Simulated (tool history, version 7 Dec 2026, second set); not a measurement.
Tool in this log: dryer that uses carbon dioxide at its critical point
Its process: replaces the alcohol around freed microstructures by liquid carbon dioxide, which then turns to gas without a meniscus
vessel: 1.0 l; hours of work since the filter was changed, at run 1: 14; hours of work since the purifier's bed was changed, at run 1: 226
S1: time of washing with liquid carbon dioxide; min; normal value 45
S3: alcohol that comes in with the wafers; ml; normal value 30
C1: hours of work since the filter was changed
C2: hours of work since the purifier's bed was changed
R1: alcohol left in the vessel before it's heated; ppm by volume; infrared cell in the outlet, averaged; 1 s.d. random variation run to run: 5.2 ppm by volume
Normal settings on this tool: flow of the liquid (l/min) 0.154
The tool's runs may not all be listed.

run 1 hour=0.0 | S1=45 flow_of_the_liquid_(l/min)=0.154 S3=30 | C1=14 C2=226 | R1=130
run 2 hour=15.8 | S1=45 flow_of_the_liquid_(l/min)=0.154 S3=30 | C1=27 C2=238 | R1=122
run 3 hour=26.5 | S1=45 flow_of_the_liquid_(l/min)=0.154 S3=30 | C1=35 C2=247 | R1=130
run 4 hour=38.1 | S1=45 flow_of_the_liquid_(l/min)=0.154 S3=30 | C1=45 C2=256 | R1=131
run 5 hour=53.0 | S1=45 flow_of_the_liquid_(l/min)=0.154 S3=30 | C1=57 C2=268 | R1=135
run 6 hour=67.1 | S1=45 flow_of_the_liquid_(l/min)=0.255 S3=30 | C1=68 C2=279 | R1=36
run 7 hour=86.1 | S1=45 flow_of_the_liquid_(l/min)=0.154 S3=30 | C1=83 C2=294 | R1=139
run 8 hour=103.5 | S1=45 flow_of_the_liquid_(l/min)=0.154 S3=38 | C1=97 C2=308 | R1=174
run 9 hour=121.2 | S1=45 flow_of_the_liquid_(l/min)=0.154 S3=38 | C1=111 C2=322 | R1=179
run 10 hour=135.3 | S1=45 flow_of_the_liquid_(l/min)=0.154 S3=38 | C1=122 C2=334 | R1=184
run 11 hour=147.4 | S1=45 flow_of_the_liquid_(l/min)=0.154 S3=30 | C1=132 C2=343 | R1=156
run 12 hour=165.1 | S1=45 flow_of_the_liquid_(l/min)=0.154 S3=30 | C1=146 C2=358 | R1=163
run 13 hour=180.4 | S1=45 flow_of_the_liquid_(l/min)=0.135 S3=30 | C1=158 C2=370 | R1=253
run 14 hour=191.9 | S1=45 flow_of_the_liquid_(l/min)=0.135 S3=30 | C1=168 C2=379 | R1=264
run 15 hour=206.3 | S1=45 flow_of_the_liquid_(l/min)=0.105 S3=30 | C1=179 C2=391 | R1=691
run 16 hour=215.5 | S1=45 flow_of_the_liquid_(l/min)=0.105 S3=30 | C1=186 C2=398 | R1=660
run 17 hour=230.7 | S1=48 flow_of_the_liquid_(l/min)=0.154 S3=30 | C1=199 C2=410 | R1=138
run 18 hour=242.5 | S1=48 flow_of_the_liquid_(l/min)=0.154 S3=30 | C1=208 C2=419 | R1=136
run 19 hour=257.3 | S1=48 flow_of_the_liquid_(l/min)=0.154 S3=30 | C1=220 C2=431 | R1=139
run 20 hour=271.0 | S1=31 flow_of_the_liquid_(l/min)=0.154 S3=30 | C1=231 C2=442 | R1=699
run 21 hour=287.6 | S1=31 flow_of_the_liquid_(l/min)=0.154 S3=30 | C1=244 C2=456 | R1=708
run 22 hour=296.4 | S1=31 flow_of_the_liquid_(l/min)=0.154 S3=30 | C1=251 C2=463 | R1=706
-- hour=307.5 inlet filter changed
run 23 hour=314.9 | S1=31 flow_of_the_liquid_(l/min)=0.154 S3=30 | C1=6 C2=477 | R1=600
run 24 hour=325.9 | S1=50 flow_of_the_liquid_(l/min)=0.201 S3=30 | C1=15 C2=485 | R1=76
run 25 hour=340.6 | S1=50 flow_of_the_liquid_(l/min)=0.201 S3=30 | C1=26 C2=497 | R1=78
run 26 hour=349.5 | S1=32 flow_of_the_liquid_(l/min)=0.240 S3=52 | C1=34 C2=504 | R1=167
run 27 hour=358.5 | S1=32 flow_of_the_liquid_(l/min)=0.240 S3=52 | C1=41 C2=511 | R1=162
run 28 hour=370.7 | S1=45 flow_of_the_liquid_(l/min)=0.154 S3=94 | C1=51 C2=521 | R1=357
run 29 hour=389.4 | S1=45 flow_of_the_liquid_(l/min)=0.149 S3=47 | C1=65 C2=536 | R1=261
run 30 hour=401.2 | S1=58 flow_of_the_liquid_(l/min)=0.144 S3=53 | C1=75 C2=545 | R1=132
run 31 hour=409.0 | S1=33 flow_of_the_liquid_(l/min)=0.246 S3=27 | C1=81 C2=552 | R1=124
run 32 hour=420.0 | S1=33 flow_of_the_liquid_(l/min)=0.246 S3=27 | C1=90 C2=561 | R1=118
run 33 hour=435.7 | S1=62 flow_of_the_liquid_(l/min)=0.153 S3=34 | C1=102 C2=573 | R1=86
run 34 hour=453.1 | S1=44 flow_of_the_liquid_(l/min)=0.154 S3=29 | C1=116 C2=587 | R1=192
run 35 hour=470.7 | S1=45 flow_of_the_liquid_(l/min)=0.168 S3=31 | C1=130 C2=601 | R1=155
run 36 hour=483.1 | S1=66 flow_of_the_liquid_(l/min)=0.202 S3=29 | C1=140 C2=611 | R1=95
run 37 hour=497.5 | S1=45 flow_of_the_liquid_(l/min)=0.136 S3=37 | C1=152 C2=622 | R1=331
run 38 hour=511.7 | S1=35 flow_of_the_liquid_(l/min)=0.170 S3=25 | C1=163 C2=634 | R1=279
run 39 hour=519.9 | S1=27 flow_of_the_liquid_(l/min)=0.185 S3=30 | C1=170 C2=640 | R1=602
run 40 hour=530.1 | S1=56 flow_of_the_liquid_(l/min)=0.194 S3=100 | C1=178 C2=648 | R1=112
run 41 hour=544.2 | S1=35 flow_of_the_liquid_(l/min)=0.194 S3=100 | C1=189 C2=660 | R1=508
run 42 hour=560.0 | S1=40 flow_of_the_liquid_(l/min)=0.164 S3=77 | C1=202 C2=672 | R1=486
run 43 hour=570.2 | S1=40 flow_of_the_liquid_(l/min)=0.164 S3=77 | C1=210 C2=681 | R1=488
run 44 hour=580.1 | S1=29 flow_of_the_liquid_(l/min)=0.154 S3=30 | C1=218 C2=688 | R1=919
run 45 hour=588.8 | S1=33 flow_of_the_liquid_(l/min)=0.173 S3=44 | C1=225 C2=695 | R1=555
run 46 hour=598.4 | S1=28 flow_of_the_liquid_(l/min)=0.113 S3=45 | C1=232 C2=703 | R1=3686

Consider 5 possible next runs. They are alternatives, not a sequence: every one starts from the tool as it was left by run 46. What does each give?
run A hour=617.0 | S1=28 flow_of_the_liquid_(l/min)=0.173 S3=35 | C1=247 C2=718 | R1=?
run B hour=617.0 | S1=44 flow_of_the_liquid_(l/min)=0.149 S3=25 | C1=247 C2=718 | R1=?
run C hour=617.0 | S1=45 flow_of_the_liquid_(l/min)=0.113 S3=92 | C1=247 C2=718 | R1=?
run D hour=617.0 | S1=59 flow_of_the_liquid_(l/min)=0.154 S3=30 | C1=247 C2=718 | R1=?
run E hour=617.0 | S1=45 flow_of_the_liquid_(l/min)=0.113 S3=30 | C1=247 C2=718 | R1=?

run=A R1=842
run=B R1=243
run=C R1=1634
run=D R1=126
run=E R1=588
Take away the tool's hidden state, keep each run's random variation, and the runs would have read:
run=A R1=599
run=B R1=110
run=C R1=1222
run=D R1=22
run=E R1=390
